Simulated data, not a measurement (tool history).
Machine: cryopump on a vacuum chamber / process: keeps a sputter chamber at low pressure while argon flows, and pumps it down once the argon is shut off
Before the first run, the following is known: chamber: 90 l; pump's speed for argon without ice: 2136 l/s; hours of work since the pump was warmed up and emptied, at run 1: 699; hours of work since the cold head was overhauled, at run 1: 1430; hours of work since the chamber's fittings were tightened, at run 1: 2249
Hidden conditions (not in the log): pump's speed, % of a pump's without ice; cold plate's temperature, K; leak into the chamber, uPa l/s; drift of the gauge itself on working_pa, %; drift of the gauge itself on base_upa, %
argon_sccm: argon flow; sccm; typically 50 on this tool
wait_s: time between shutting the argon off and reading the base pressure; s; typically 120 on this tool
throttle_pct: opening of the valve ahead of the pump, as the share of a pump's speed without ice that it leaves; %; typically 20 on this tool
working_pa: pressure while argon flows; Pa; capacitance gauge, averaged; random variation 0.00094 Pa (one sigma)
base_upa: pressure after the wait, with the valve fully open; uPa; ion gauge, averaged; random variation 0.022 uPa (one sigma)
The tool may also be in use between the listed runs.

run	hour	argon_sccm	wait_s	throttle_pct	hours of work since the pump was warmed up and emptied	hours of work since the cold head was overhauled	hours of work since the chamber's fittings were tightened	working_pa	base_upa
1	0.0	50	120	20	699	1430	2249	0.2171	2.28
# hour 54.2: pump warmed up, emptied and cooled again
2	118.3	50	120	50	32	1486	2305	0.0796	1.80
3	217.7	50	120	18	82	1536	2355	0.2236	1.84
4	293.1	50	24	20	119	1573	2393	0.2021	3.68
5	372.3	50	24	20	159	1613	2432	0.2024	3.91
6	425.2	50	120	20	185	1639	2459	0.2037	1.94
7	530.0	50	120	20	237	1691	2511	0.2035	2.05
8	626.8	50	31	58	286	1740	2559	0.0758	3.39
# hour 657.2: leaking fittings of the chamber tightened, without venting
9	682.5	50	31	58	312	1767	13	0.0759	2.08
10	761.7	50	31	58	352	1806	52	0.0768	2.06
11	878.5	50	31	58	410	1864	110	0.0782	2.11
12	983.4	50	68	20	463	1917	163	0.2108	1.19
13	1036.8	50	82	24	489	1943	189	0.1787	1.04
14	1136.9	50	21	24	539	1993	239	0.1787	3.12

Branching from run 14: 5 alternative next runs. What would each branch give?
A	1230.8	70	157	18	586	2040	286	?	?
B	1230.8	59	107	24	586	2040	286	?	?
C	1230.8	91	21	24	586	2040	286	?	?
D	1230.8	31	120	20	586	2040	286	?	?
E	1230.8	25	149	33	586	2040	286	?	?

run	working_pa	base_upa
A	0.3331	0.85
B	0.2120	0.98
C	0.3314	3.13
D	0.1329	0.93
E	0.0674	0.85
Stripped of hidden state, with their random variation kept, the same runs would have yielded:
run	working_pa	base_upa
A	0.3103	0.53
B	0.1930	0.67
C	0.3017	2.81
D	0.1229	0.61
E	0.0593	0.53
